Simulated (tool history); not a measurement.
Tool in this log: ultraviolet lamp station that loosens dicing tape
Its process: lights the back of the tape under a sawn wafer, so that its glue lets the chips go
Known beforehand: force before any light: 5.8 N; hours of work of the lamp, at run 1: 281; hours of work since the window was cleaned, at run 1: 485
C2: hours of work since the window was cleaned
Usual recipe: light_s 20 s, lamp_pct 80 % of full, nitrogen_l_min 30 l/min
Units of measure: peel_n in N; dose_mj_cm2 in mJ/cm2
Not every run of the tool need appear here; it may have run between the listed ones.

Run 1, hour 0.0: usual settings; hours of work of the lamp 281; C2 485. Result: peel_n 0.455 N, dose_mj_cm2 270 mJ/cm2.
At hour 7.7: window cleaned of glue's vapour.
Run 2, hour 17.6: usual settings; hours of work of the lamp 290; C2 5. Result: peel_n 0.459 N, dose_mj_cm2 269 mJ/cm2.
Run 3, hour 35.3: usual settings but light_s 34 s; hours of work of the lamp 299; C2 14. Result: peel_n 0.145 N, dose_mj_cm2 455 mJ/cm2.
Run 4, hour 51.9: usual settings but light_s 34 s; hours of work of the lamp 308; C2 23. Result: peel_n 0.149 N, dose_mj_cm2 457 mJ/cm2.
Run 5, hour 70.2: usual settings but light_s 34 s; hours of work of the lamp 317; C2 33. Result: peel_n 0.153 N, dose_mj_cm2 459 mJ/cm2.
Run 6, hour 80.4: usual settings but light_s 34 s; hours of work of the lamp 323; C2 38. Result: peel_n 0.144 N, dose_mj_cm2 455 mJ/cm2.
Run 7, hour 94.3: usual settings; hours of work of the lamp 330; C2 46. Result: peel_n 0.461 N, dose_mj_cm2 270 mJ/cm2.
Run 8, hour 104.4: usual settings but lamp_pct 65 % of full, nitrogen_l_min 9 l/min; hours of work of the lamp 335; C2 51. Result: peel_n 1.354 N, dose_mj_cm2 216 mJ/cm2.
Run 9, hour 120.7: usual settings but light_s 13 s, lamp_pct 85 % of full, nitrogen_l_min 34 l/min; hours of work of the lamp 344; C2 59. Result: peel_n 0.897 N, dose_mj_cm2 188 mJ/cm2.
Run 10, hour 139.5: usual settings but light_s 13 s, lamp_pct 66 % of full; hours of work of the lamp 354; C2 69. Result: peel_n 1.414 N, dose_mj_cm2 140 mJ/cm2.
Run 11, hour 162.8: usual settings but light_s 13 s, lamp_pct 66 % of full; hours of work of the lamp 366; C2 82. Result: peel_n 1.412 N, dose_mj_cm2 144 mJ/cm2.

The next listed run, before its measurement:
Run 12, hour 186.2: usual settings but light_s 13 s, lamp_pct 66 % of full; hours of work of the lamp 378; C2 94. Result: peel_n ?, dose_mj_cm2 ?.

Run 12 yielded peel_n 1.410 N, dose_mj_cm2 143 mJ/cm2.
Were there no unlogged condition in the tool, this run, its random variation unchanged, would have produced peel_n 1.408 N, dose_mj_cm2 143 mJ/cm2.

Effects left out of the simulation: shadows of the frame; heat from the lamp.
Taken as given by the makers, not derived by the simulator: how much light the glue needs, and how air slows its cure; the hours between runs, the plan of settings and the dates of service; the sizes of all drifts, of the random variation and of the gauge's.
